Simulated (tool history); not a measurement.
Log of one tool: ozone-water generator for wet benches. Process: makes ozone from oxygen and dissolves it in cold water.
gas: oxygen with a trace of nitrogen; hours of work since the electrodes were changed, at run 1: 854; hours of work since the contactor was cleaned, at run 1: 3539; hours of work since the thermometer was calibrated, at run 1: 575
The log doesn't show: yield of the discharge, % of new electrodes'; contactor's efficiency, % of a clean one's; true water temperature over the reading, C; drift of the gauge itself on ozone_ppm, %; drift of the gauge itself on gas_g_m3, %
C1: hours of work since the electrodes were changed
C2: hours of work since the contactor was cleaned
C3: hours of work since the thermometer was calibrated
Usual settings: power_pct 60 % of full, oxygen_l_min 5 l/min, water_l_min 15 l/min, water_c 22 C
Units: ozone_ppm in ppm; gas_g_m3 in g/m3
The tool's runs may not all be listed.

Run 1, hour 0: usual settings; C1 854; C2 3539; C3 575. Result: ozone_ppm 29.2 ppm, gas_g_m3 232.5 g/m3.
Run 2, hour 35: usual settings; C1 888; C2 3572; C3 608. Result: ozone_ppm 29.4 ppm, gas_g_m3 234.9 g/m3.
Run 3, hour 93.6: usual settings; C1 944; C2 3628; C3 664. Result: ozone_ppm 29.2 ppm, gas_g_m3 231.6 g/m3.
Run 4, hour 137.6: usual settings; C1 986; C2 3670; C3 706. Result: ozone_ppm 29 ppm, gas_g_m3 233.7 g/m3.
Run 5, hour 172.3: usual settings but water_c 25 C; C1 1019; C2 3703; C3 739. Result: ozone_ppm 27.5 ppm, gas_g_m3 233.2 g/m3.
Run 6, hour 213.3: usual settings but water_l_min 17 l/min; C1 1058; C2 3743; C3 779. Result: ozone_ppm 26.4 ppm, gas_g_m3 231.6 g/m3.
Run 7, hour 257.5: usual settings but water_l_min 17 l/min; C1 1100; C2 3785; C3 821. Result: ozone_ppm 26.5 ppm, gas_g_m3 232.3 g/m3.
Run 8, hour 296.9: usual settings but water_l_min 17 l/min; C1 1138; C2 3822; C3 858. Result: ozone_ppm 26.6 ppm, gas_g_m3 232.1 g/m3.
Run 9, hour 322.1: usual settings but water_l_min 17 l/min; C1 1162; C2 3847; C3 883. Result: ozone_ppm 26.6 ppm, gas_g_m3 234.2 g/m3.
Run 10, hour 360.9: usual settings but power_pct 41 % of full, water_l_min 17 l/min; C1 1199; C2 3884; C3 920. Result: ozone_ppm 19.2 ppm, gas_g_m3 167.5 g/m3.
Run 11, hour 403.8: usual settings but water_l_min 17 l/min; C1 1240; C2 3925; C3 961. Result: ozone_ppm 26.2 ppm, gas_g_m3 232.1 g/m3.
Run 12, hour 428.5: usual settings but water_l_min 17 l/min; C1 1264; C2 3948; C3 984. Result: ozone_ppm 26.1 ppm, gas_g_m3 232 g/m3.
Run 13, hour 463.9: usual settings but oxygen_l_min 5.22 l/min, water_c 16 C; C1 1298; C2 3982; C3 1018. Result: ozone_ppm 31.9 ppm, gas_g_m3 225.3 g/m3.
Run 14, hour 488.8: usual settings but oxygen_l_min 7.73 l/min, water_l_min 12 l/min, water_c 20 C; C1 1321; C2 4006; C3 1042. Result: ozone_ppm 30.6 ppm, gas_g_m3 173.3 g/m3.
Run 15, hour 550.3: usual settings but oxygen_l_min 7.17 l/min; C1 1380; C2 4065; C3 1101. Result: ozone_ppm 26.3 ppm, gas_g_m3 181.9 g/m3.
Run 16, hour 602: usual settings but power_pct 89 % of full, water_c 16 C; C1 1430; C2 4114; C3 1150. Result: ozone_ppm 44.7 ppm, gas_g_m3 322.6 g/m3.
Run 17, hour 634.3: usual settings but power_pct 45 % of full, oxygen_l_min 7.26 l/min, water_l_min 10 l/min, water_c 20 C; C1 1461; C2 4145; C3 1181. Result: ozone_ppm 26.9 ppm, gas_g_m3 140.7 g/m3.
Run 18, hour 682.7: usual settings but power_pct 45 % of full, oxygen_l_min 7.26 l/min, water_l_min 10 l/min, water_c 20 C; C1 1507; C2 4191; C3 1227. Result: ozone_ppm 26.7 ppm, gas_g_m3 139.4 g/m3.
Run 19, hour 736.4: usual settings but oxygen_l_min 2.74 l/min; C1 1558; C2 4243; C3 1279. Result: ozone_ppm 31 ppm, gas_g_m3 338.6 g/m3.
Run 20, hour 776.8: usual settings but power_pct 82 % of full, oxygen_l_min 4.22 l/min, water_l_min 11 l/min, water_c 24 C; C1 1597; C2 4281; C3 1317. Result: ozone_ppm 45.6 ppm, gas_g_m3 332 g/m3.
Run 21, hour 827.7: usual settings but power_pct 82 % of full, oxygen_l_min 4.22 l/min, water_l_min 11 l/min, water_c 24 C; C1 1645; C2 4330; C3 1366. Result: ozone_ppm 45.9 ppm, gas_g_m3 330.1 g/m3.

3 ways to go on from here, each from the tool as it stands after run 21. What would each give?
Run A, hour 854: usual settings but power_pct 73 % of full, water_c 14 C; C1 1671; C2 4355; C3 1391. Result: ozone_ppm ?, gas_g_m3 ?.
Run B, hour 854: usual settings but water_c 17 C; C1 1671; C2 4355; C3 1391. Result: ozone_ppm ?, gas_g_m3 ?.
Run C, hour 854: usual settings but oxygen_l_min 3.94 l/min; C1 1671; C2 4355; C3 1391. Result: ozone_ppm ?, gas_g_m3 ?.

run  ozone_ppm  gas_g_m3
  A       38.8     271.6
  B       31.4     229.8
  C         30       266
Without the tool's hidden state the same runs would have given:
run  ozone_ppm  gas_g_m3
  A       42.2     284.1
  B         34     238.6
  C       32.4     276.3
